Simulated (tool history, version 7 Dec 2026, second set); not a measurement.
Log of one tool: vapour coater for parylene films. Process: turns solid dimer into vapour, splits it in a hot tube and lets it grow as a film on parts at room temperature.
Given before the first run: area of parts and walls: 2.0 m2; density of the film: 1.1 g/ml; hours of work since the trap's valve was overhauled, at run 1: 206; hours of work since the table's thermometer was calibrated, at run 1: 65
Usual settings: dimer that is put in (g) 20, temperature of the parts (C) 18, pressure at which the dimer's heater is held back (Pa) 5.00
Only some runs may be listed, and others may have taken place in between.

| run | hour | dimer that is put in (g) | temperature of the parts (C) | pressure at which the dimer's heater is held back (Pa) | hours of work since the trap's valve was overhauled | hours of work since the table's thermometer was calibrated | thickness of the film (µm) |
|---|---|---|---|---|---|---|---|
| 1 | 0.0 | 20 | 18 | 5.00 | 206 | 65 | 5.52 |
| 2 | 20.5 | 25 | 18 | 5.00 | 219 | 78 | 6.92 |
| 3 | 40.5 | 25 | 13 | 5.00 | 232 | 91 | 8.70 |
| 4 | 69.1 | 25 | 13 | 5.00 | 251 | 109 | 8.66 |
| 5 | 85.9 | 25 | 13 | 5.00 | 261 | 120 | 8.76 |
| 6 | 117.5 | 25 | 13 | 5.00 | 282 | 141 | 8.68 |
| 7 | 148.3 | 25 | 13 | 5.00 | 302 | 161 | 8.68 |
| 8 | 165.6 | 20 | 18 | 5.00 | 313 | 172 | 5.48 |
| 9 | 184.3 | 20 | 18 | 5.00 | 325 | 184 | 5.50 |
| 10 | 205.3 | 20 | 18 | 5.00 | 339 | 198 | 5.39 |
| 11 | 227.7 | 20 | 18 | 5.00 | 353 | 212 | 5.45 |
| 12 | 260.9 | 20 | 18 | 5.00 | 375 | 234 | 5.40 |
| 13 | 299.1 | 20 | 18 | 5.00 | 400 | 259 | 5.37 |
| 14 | 324.5 | 20 | 18 | 5.00 | 416 | 275 | 5.34 |
| 15 | 351.0 | 20 | 18 | 6.96 | 433 | 292 | 5.05 |
| 16 | 373.9 | 20 | 18 | 6.96 | 448 | 307 | 5.01 |
| 17 | 394.5 | 29 | 23 | 2.97 | 462 | 321 | 6.57 |
| 18 | 423.5 | 29 | 23 | 2.97 | 480 | 339 | 6.57 |
| 19 | 440.2 | 29 | 23 | 2.97 | 491 | 350 | 6.52 |
| 20 | 476.6 | 29 | 23 | 2.97 | 515 | 374 | 6.51 |
|  | 479.4 | table's thermometer calibrated |
| 21 | 499.2 | 13 | 10 | 10.13 | 529 | 13 | 4.38 |
| 22 | 537.0 | 13 | 10 | 10.13 | 553 | 37 | 4.31 |
|  | 566.0 | table's thermometer calibrated, once more |
| 23 | 572.0 | 13 | 10 | 10.13 | 576 | 4 | 4.32 |
|  | 579.5 | trap's valve overhauled |
| 24 | 593.8 | 33 | 19 | 2.87 | 9 | 15 | 10.21 |
| 25 | 629.6 | 33 | 19 | 2.87 | 33 | 39 | 10.08 |
| 26 | 650.4 | 9 | 15 | 8.17 | 46 | 52 | 2.81 |
| 27 | 674.6 | 9 | 15 | 8.17 | 62 | 68 | 2.81 |
| 28 | 704.0 | 18 | 15 | 8.17 | 81 | 87 | 5.56 |
| 29 | 744.2 | 15 | 14 | 5.00 | 107 | 113 | 5.18 |
| 30 | 761.7 | 15 | 14 | 5.00 | 118 | 124 | 5.19 |
| 31 | 791.9 | 20 | 18 | 4.94 | 138 | 144 | 5.81 |

4 ways to go on from here, each from the tool as it stands after run 31. What would each give?
| A | 814.5 | 20 | 18 | 2.81 | 152 | 159 | ? |
| B | 814.5 | 15 | 24 | 4.94 | 152 | 159 | ? |
| C | 814.5 | 19 | 18 | 7.34 | 152 | 159 | ? |
| D | 814.5 | 20 | 21 | 4.44 | 152 | 159 | ? |

| run | thickness of the film (µm) |
|---|---|
| A | 6.28 |
| B | 3.28 |
| C | 5.12 |
| D | 5.03 |
Without the tool's unlogged condition, the same runs would have read:
| run | thickness of the film (µm) |
|---|---|
| A | 6.46 |
| B | 3.38 |
| C | 5.26 |
| D | 5.18 |
